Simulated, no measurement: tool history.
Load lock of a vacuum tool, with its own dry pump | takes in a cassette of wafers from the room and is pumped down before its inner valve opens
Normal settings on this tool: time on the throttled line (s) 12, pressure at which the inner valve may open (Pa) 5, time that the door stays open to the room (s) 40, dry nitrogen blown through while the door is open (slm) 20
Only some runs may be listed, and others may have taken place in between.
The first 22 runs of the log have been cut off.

| run | hour | time on the throttled line (s) | pressure at which the inner valve may open (Pa) | time that the door stays open to the room (s) | dry nitrogen blown through while the door is open (slm) | hours that the pump has run since its overhaul | times that the door has closed on its seal | incoming humidity of the room's air, % | time from the closed door until the inner valve may open (s) | rise of the pressure with all valves shut (Pa/min) |
|---|---|---|---|---|---|---|---|---|---|---|
| 23 | 1302.2 | 11 | 5 | 40 | 21 | 2237 | 6205 | 45.5 | 19.9 | 0.049 |
| 24 | 1378.5 | 11 | 5 | 40 | 21 | 2314 | 6561 | 44.5 | 20.2 | 0.048 |
| 25 | 1459.1 | 11 | 5 | 40 | 21 | 2394 | 6937 | 44.7 | 19.7 | 0.045 |
| 26 | 1550.5 | 11 | 5 | 40 | 21 | 2486 | 7364 | 43.5 | 19.2 | 0.044 |
| 27 | 1618.6 | 12 | 8 | 40 | 9 | 2554 | 7681 | 45.1 | 19.8 | 0.061 |
| 28 | 1711.0 | 12 | 8 | 42 | 22 | 2646 | 8113 | 48.3 | 21.1 | 0.054 |
| 29 | 1795.7 | 12 | 6 | 40 | 20 | 2731 | 8508 | 44.8 | 19.4 | 0.050 |
| 30 | 1864.8 | 12 | 6 | 40 | 20 | 2800 | 8831 | 44.8 | 20.1 | 0.048 |
| 31 | 1917.7 | 18 | 6 | 40 | 7 | 2853 | 9077 | 44.9 | 25.3 | 0.064 |
| 32 | 1969.6 | 6 | 5 | 40 | 20 | 2905 | 9320 | 42.0 | 15.9 | 0.049 |
| 33 | 2040.9 | 12 | 5 | 37 | 20 | 2976 | 9652 | 49.0 | 20.8 | 0.055 |
| 34 | 2082.8 | 12 | 5 | 210 | 11 | 3018 | 9848 | 42.9 | 20.3 | 0.150 |

Predict each of these 4 candidate next runs independently; none follows another, all start after run 34:
| A | 2143.9 | 12 | 5 | 27 | 20 | 3079 | 10133 | 45.6 | ? | ? |
| B | 2143.9 | 9 | 6 | 36 | 20 | 3079 | 10133 | 42.6 | ? | ? |
| C | 2143.9 | 15 | 5 | 40 | 5 | 3079 | 10133 | 45.0 | ? | ? |
| D | 2143.9 | 10 | 10 | 40 | 31 | 3079 | 10133 | 42.1 | ? | ? |

| run | time from the closed door until the inner valve may open (s) | rise of the pressure with all valves shut (Pa/min) |
|---|---|---|
| A | 20.8 | 0.039 |
| B | 18.0 | 0.048 |
| C | 22.9 | 0.077 |
| D | 18.6 | 0.041 |
The same runs, with their run-to-run variation unchanged, on a tool lacking any hidden condition would have given:
| run | time from the closed door until the inner valve may open (s) | rise of the pressure with all valves shut (Pa/min) |
|---|---|---|
| A | 20.8 | 0.039 |
| B | 18.0 | 0.047 |
| C | 22.9 | 0.076 |
| D | 18.6 | 0.041 |

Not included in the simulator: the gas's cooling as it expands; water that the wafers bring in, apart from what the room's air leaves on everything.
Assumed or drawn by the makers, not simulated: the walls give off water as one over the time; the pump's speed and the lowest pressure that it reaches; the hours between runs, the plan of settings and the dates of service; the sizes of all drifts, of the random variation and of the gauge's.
